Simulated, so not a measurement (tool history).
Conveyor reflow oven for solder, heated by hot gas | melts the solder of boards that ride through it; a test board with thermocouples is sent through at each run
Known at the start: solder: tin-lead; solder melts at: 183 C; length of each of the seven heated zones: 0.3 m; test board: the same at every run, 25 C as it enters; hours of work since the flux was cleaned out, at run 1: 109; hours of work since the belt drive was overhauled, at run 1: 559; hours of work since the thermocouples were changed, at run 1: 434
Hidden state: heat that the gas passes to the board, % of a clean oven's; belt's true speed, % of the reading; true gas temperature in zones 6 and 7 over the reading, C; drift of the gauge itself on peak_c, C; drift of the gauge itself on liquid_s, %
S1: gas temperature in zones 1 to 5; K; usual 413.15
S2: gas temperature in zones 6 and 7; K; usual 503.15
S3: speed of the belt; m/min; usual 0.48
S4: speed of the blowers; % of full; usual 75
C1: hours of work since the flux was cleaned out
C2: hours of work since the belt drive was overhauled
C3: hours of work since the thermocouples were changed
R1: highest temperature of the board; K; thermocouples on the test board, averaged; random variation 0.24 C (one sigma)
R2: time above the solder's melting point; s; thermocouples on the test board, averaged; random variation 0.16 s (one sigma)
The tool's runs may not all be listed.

run,hour,S1,S2,S3,S4,C1,C2,C3,R1,R2
1,0,413.15,503.15,0.48,75,109,559,434,493.25,60.6
2,39.6,413.15,493.15,0.48,75,128,579,454,483.95,54
3,66.3,413.15,493.15,0.48,75,141,592,467,484.45,53.9
4,100.9,413.15,493.15,0.48,75,158,608,483,484.05,53.7
5,133.6,413.15,493.15,0.48,75,174,624,499,483.45,53.6
# hour 170.2: flux residue cleaned out of gas plates and filters
6,177.9,413.15,493.15,0.48,75,4,644,519,485.45,55.4
7,217.4,413.15,493.15,0.48,75,23,663,538,485.35,55.2
8,238.7,413.15,493.15,0.48,75,33,673,548,485.35,55.3
9,270,413.15,493.15,0.48,75,49,688,563,485.05,54.8
10,310.2,413.15,508.15,0.48,55,68,708,583,494.25,60.6
11,332.7,413.15,503.15,0.48,84,79,719,594,495.35,63
12,355.2,413.15,503.15,0.48,84,90,730,605,495.55,62.6
13,397.3,413.15,503.15,0.45,51,111,751,626,490.35,62.1
14,440.9,413.15,503.15,0.45,51,132,772,647,490.25,61.7
15,471.9,413.15,503.15,0.399,75,147,787,662,497.85,77.8
16,511.1,415.15,503.15,0.399,75,166,806,681,497.95,78.5
17,545.8,421.15,503.15,0.399,75,183,823,698,498.35,80.8
# hour 565.1: flux residue cleaned out of gas plates and filters
18,590.6,412.15,513.15,0.408,86,12,842,717,509.35,81.8

Forecast each of these 5 alternatives for the next run:
A,629.9,412.15,513.15,0.562,86,32,862,737,?,?
B,629.9,422.15,503.15,0.48,75,32,862,737,?,?
C,629.9,403.15,513.15,0.408,66,32,862,737,?,?
D,629.9,412.15,513.15,0.499,86,32,862,737,?,?
E,629.9,415.15,509.15,0.408,86,32,862,737,?,?

run,R1,R2
A,501.95,55.6
B,496.15,65.7
C,506.05,76.6
D,505.05,64.3
E,505.95,81.2
Without the tool's hidden state the same runs would have given:
run,R1,R2
A,500.05,54.1
B,494.05,64
C,503.95,74.6
D,503.05,62.8
E,503.75,79.5
